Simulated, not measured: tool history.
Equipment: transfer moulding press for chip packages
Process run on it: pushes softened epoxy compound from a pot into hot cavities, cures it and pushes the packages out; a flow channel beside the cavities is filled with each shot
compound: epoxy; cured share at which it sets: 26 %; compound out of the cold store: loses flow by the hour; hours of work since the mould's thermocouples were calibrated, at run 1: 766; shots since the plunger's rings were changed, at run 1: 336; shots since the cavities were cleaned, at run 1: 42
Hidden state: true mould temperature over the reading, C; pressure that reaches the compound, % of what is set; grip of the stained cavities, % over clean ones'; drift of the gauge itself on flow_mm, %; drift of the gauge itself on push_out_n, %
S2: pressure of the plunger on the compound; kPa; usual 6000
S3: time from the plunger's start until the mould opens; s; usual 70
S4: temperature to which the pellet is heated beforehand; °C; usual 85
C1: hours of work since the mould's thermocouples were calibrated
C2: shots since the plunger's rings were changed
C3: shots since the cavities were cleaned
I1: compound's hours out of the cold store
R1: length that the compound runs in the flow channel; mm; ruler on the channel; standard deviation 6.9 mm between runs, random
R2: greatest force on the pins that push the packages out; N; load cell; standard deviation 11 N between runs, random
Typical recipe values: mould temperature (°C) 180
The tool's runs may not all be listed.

run 1 hour=0 | mould_temperature_(°C)=180 S2=6000 S3=70 S4=85 | C1=766 C2=336 C3=42 | I1=42.9 | R1=700 R2=437
run 2 hour=35.5 | mould_temperature_(°C)=180 S2=6000 S3=70 S4=85 | C1=781 C2=670 C3=376 | I1=29.1 | R1=730 R2=494
-- hour=50.7 mould's thermocouples calibrated
-- hour=63.7 cavities cleaned with cleaning compound and waxed
run 3 hour=93.1 | mould_temperature_(°C)=180 S2=6000 S3=70 S4=85 | C1=18 C2=1180 C3=276 | I1=16.3 | R1=791 R2=498
-- hour=130.9 cavities cleaned with cleaning compound and waxed
run 4 hour=134.8 | mould_temperature_(°C)=178 S2=6000 S3=70 S4=85 | C1=35 C2=1559 C3=37 | I1=20.1 | R1=781 R2=555
-- hour=198.4 cavities cleaned with cleaning compound and waxed
run 5 hour=220.1 | mould_temperature_(°C)=177 S2=6000 S3=70 S4=85 | C1=71 C2=2348 C3=205 | I1=29.6 | R1=736 R2=605
-- hour=265.4 cavities cleaned with cleaning compound and waxed
run 6 hour=288.5 | mould_temperature_(°C)=177 S2=6000 S3=70 S4=85 | C1=99 C2=2978 C3=217 | I1=12.3 | R1=814 R2=630
-- hour=331.6 cavities cleaned with cleaning compound and waxed
run 7 hour=335.1 | mould_temperature_(°C)=177 S2=6000 S3=70 S4=85 | C1=119 C2=3403 C3=33 | I1=37.2 | R1=707 R2=579
-- hour=398.1 cavities cleaned with cleaning compound and waxed
run 8 hour=411.8 | mould_temperature_(°C)=177 S2=6000 S3=70 S4=85 | C1=151 C2=4111 C3=129 | I1=40.2 | R1=703 R2=562
-- hour=462.1 cavities cleaned with cleaning compound and waxed
run 9 hour=468.7 | mould_temperature_(°C)=177 S2=6000 S3=70 S4=85 | C1=175 C2=4633 C3=62 | I1=43.6 | R1=681 R2=539
-- hour=528.3 cavities cleaned with cleaning compound and waxed
run 10 hour=535.3 | mould_temperature_(°C)=177 S2=6000 S3=70 S4=85 | C1=203 C2=5246 C3=66 | I1=38.9 | R1=698 R2=562
-- hour=593.4 cavities cleaned with cleaning compound and waxed
run 11 hour=614.6 | mould_temperature_(°C)=177 S2=6000 S3=70 S4=85 | C1=236 C2=5979 C3=199 | I1=36.6 | R1=701 R2=567
-- hour=661 cavities cleaned with cleaning compound and waxed
run 12 hour=680.4 | mould_temperature_(°C)=180 S2=4780 S3=70 S4=85 | C1=264 C2=6585 C3=183 | I1=44.3 | R1=598 R2=450
-- hour=695.4 plunger's sealing rings changed
-- hour=728.1 cavities cleaned with cleaning compound and waxed
run 13 hour=746 | mould_temperature_(°C)=174 S2=4530 S3=70 S4=77 | C1=290 C2=463 C3=169 | I1=20.1 | R1=693 R2=800
-- hour=794.1 cavities cleaned with cleaning compound and waxed
run 14 hour=802.6 | mould_temperature_(°C)=174 S2=4530 S3=70 S4=77 | C1=314 C2=982 C3=81 | I1=18.2 | R1=701 R2=783
run 15 hour=844.5 | mould_temperature_(°C)=183 S2=7030 S3=89 S4=88 | C1=332 C2=1376 C3=475 | I1=10.3 | R1=872 R2=280
-- hour=863.1 cavities cleaned with cleaning compound and waxed
run 16 hour=922.9 | mould_temperature_(°C)=185 S2=6000 S3=70 S4=85 | C1=365 C2=2100 C3=563 | I1=18.9 | R1=753 R2=372
-- hour=929.5 cavities cleaned with cleaning compound and waxed
-- hour=997.5 cavities cleaned with cleaning compound and waxed
run 17 hour=997.5 | mould_temperature_(°C)=176 S2=6000 S3=67 S4=85 | C1=395 C2=2775 C3=0 | I1=20.3 | R1=783 R2=759
run 18 hour=1052.3 | mould_temperature_(°C)=185 S2=6600 S3=52 S4=86 | C1=419 C2=3291 C3=516 | I1=40.3 | R1=710 R2=751
-- hour=1065.8 cavities cleaned with cleaning compound and waxed
-- hour=1130.2 cavities cleaned with cleaning compound and waxed
run 19 hour=1138.5 | mould_temperature_(°C)=176 S2=6000 S3=90 S4=91 | C1=455 C2=4075 C3=78 | I1=37.5 | R1=708 R2=345
-- hour=1198.7 cavities cleaned with cleaning compound and waxed
run 20 hour=1223.6 | mould_temperature_(°C)=176 S2=6000 S3=90 S4=91 | C1=491 C2=4862 C3=235 | I1=35.2 | R1=718 R2=332
-- hour=1264 cavities cleaned with cleaning compound and waxed
run 21 hour=1291.7 | mould_temperature_(°C)=176 S2=6000 S3=90 S4=91 | C1=519 C2=5490 C3=262 | I1=25.2 | R1=761 R2=332
-- hour=1328.9 cavities cleaned with cleaning compound and waxed
run 22 hour=1329.9 | mould_temperature_(°C)=176 S2=5590 S3=90 S4=93 | C1=535 C2=5835 C3=9 | I1=25.5 | R1=728 R2=339
run 23 hour=1380.6 | mould_temperature_(°C)=176 S2=5590 S3=90 S4=93 | C1=557 C2=6313 C3=487 | I1=38.6 | R1=680 R2=323

Below are 5 alternative next runs, each starting from the tool's condition after run 23. Predict each:
-- hour=1393.3 cavities cleaned with cleaning compound and waxed
-- hour=1424.1 plunger's sealing rings changed
run A hour=1454.7 | mould_temperature_(°C)=180 S2=4590 S3=56 S4=76 | C1=587 C2=289 C3=555 | I1=39 | R1=? R2=?
-- hour=1393.3 cavities cleaned with cleaning compound and waxed
-- hour=1424.1 plunger's sealing rings changed
run B hour=1454.7 | mould_temperature_(°C)=188 S2=6320 S3=90 S4=87 | C1=587 C2=289 C3=555 | I1=39 | R1=? R2=?
-- hour=1393.3 cavities cleaned with cleaning compound and waxed
-- hour=1424.1 plunger's sealing rings changed
run C hour=1454.7 | mould_temperature_(°C)=173 S2=5990 S3=70 S4=90 | C1=587 C2=289 C3=555 | I1=46.7 | R1=? R2=?
-- hour=1393.3 cavities cleaned with cleaning compound and waxed
-- hour=1424.1 plunger's sealing rings changed
run D hour=1454.7 | mould_temperature_(°C)=179 S2=6000 S3=70 S4=86 | C1=587 C2=289 C3=555 | I1=10.3 | R1=? R2=?
-- hour=1393.3 cavities cleaned with cleaning compound and waxed
-- hour=1424.1 plunger's sealing rings changed
run E hour=1454.7 | mould_temperature_(°C)=179 S2=6000 S3=55 S4=84 | C1=587 C2=289 C3=555 | I1=39.8 | R1=? R2=?

run=A R1=599 R2=845
run=B R1=707 R2=247
run=C R1=680 R2=718
run=D R1=808 R2=567
run=E R1=692 R2=922
With no hidden state in the tool, these same runs would have given:
run=A R1=599 R2=836
run=B R1=707 R2=244
run=C R1=680 R2=709
run=D R1=809 R2=560
run=E R1=692 R2=912
